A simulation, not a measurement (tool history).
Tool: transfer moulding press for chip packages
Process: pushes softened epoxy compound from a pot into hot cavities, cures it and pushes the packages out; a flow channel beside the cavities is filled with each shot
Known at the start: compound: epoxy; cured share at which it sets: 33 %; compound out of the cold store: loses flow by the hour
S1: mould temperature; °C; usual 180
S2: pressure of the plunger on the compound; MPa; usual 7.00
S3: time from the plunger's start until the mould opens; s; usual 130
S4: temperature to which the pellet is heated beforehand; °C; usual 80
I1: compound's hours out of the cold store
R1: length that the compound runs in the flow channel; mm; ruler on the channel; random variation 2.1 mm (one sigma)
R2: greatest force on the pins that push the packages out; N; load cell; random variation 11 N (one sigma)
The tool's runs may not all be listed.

run,hour,S1,S2,S3,S4,I1,R1,R2
1,0.0,180,7.00,130,80,46.2,895,643
2,36.2,180,7.00,141,80,38.4,905,646
3,75.7,180,7.00,141,80,40.6,954,475
4,101.0,180,7.00,141,80,39.7,959,551
5,119.7,180,7.00,130,80,33.5,969,629
6,148.7,179,7.00,130,80,29.4,981,688
7,181.8,180,7.00,130,80,43.0,945,501
8,206.2,175,7.00,130,80,11.9,1037,761
9,223.3,180,7.00,130,80,43.5,937,620
10,254.2,174,8.49,122,87,29.3,1091,982
11,276.7,172,6.83,130,80,12.7,1033,1172
12,315.7,172,6.83,130,80,34.4,974,938
13,331.9,180,7.00,114,83,30.6,966,768
14,355.4,180,7.00,130,79,14.8,1007,704
15,371.6,173,7.04,135,74,45.3,956,977
16,403.6,180,8.03,115,88,30.4,1029,635
17,436.3,180,5.28,115,74,35.9,820,755
18,459.2,180,5.28,115,74,9.1,879,834

Not shown: 6 entries that the log had between the listed runs. Between which runs, and how does the tool's hidden state differ before and after?
Between runs 2 and 3: plunger's sealing rings changed (hour 68.0); cavities cleaned with cleaning compound and waxed (hour 69.5)
  true mould temperature over the reading, C: 0.5 -> 0.53; pressure that reaches the compound, % of what is set: 89.6 -> 99.87; grip of the stained cavities, % over clean ones': 41.8 -> 6.5
  measured less the result without the state, R1: -53 -> -3 mm; R2: +186 -> +24 N
Between runs 6 and 7: cavities cleaned with cleaning compound and waxed (hour 177.2)
  true mould temperature over the reading, C: 0.59 -> 0.62; pressure that reaches the compound, % of what is set: 98.88 -> 98.49; grip of the stained cavities, % over clean ones': 41.6 -> 3.1
  measured less the result without the state, R1: -8 -> -9 mm; R2: +192 -> +5 N
Between runs 11 and 12: mould's thermocouples calibrated (hour 287.7); cavities cleaned with cleaning compound and waxed (hour 289.2)
  true mould temperature over the reading, C: 0.7 -> -0.02; pressure that reaches the compound, % of what is set: 97.26 -> 96.78; grip of the stained cavities, % over clean ones': 46.9 -> 20.2
  measured less the result without the state, R1: -18 -> -16 mm; R2: +332 -> +160 N
Between runs 15 and 16: cavities cleaned with cleaning compound and waxed (hour 397.9)
  true mould temperature over the reading, C: 0.03 -> 0.06; pressure that reaches the compound, % of what is set: 96.05 -> 95.65; grip of the stained cavities, % over clean ones': 44.5 -> 5.2
  measured less the result without the state, R1: -19 -> -23 mm; R2: +298 -> +29 N

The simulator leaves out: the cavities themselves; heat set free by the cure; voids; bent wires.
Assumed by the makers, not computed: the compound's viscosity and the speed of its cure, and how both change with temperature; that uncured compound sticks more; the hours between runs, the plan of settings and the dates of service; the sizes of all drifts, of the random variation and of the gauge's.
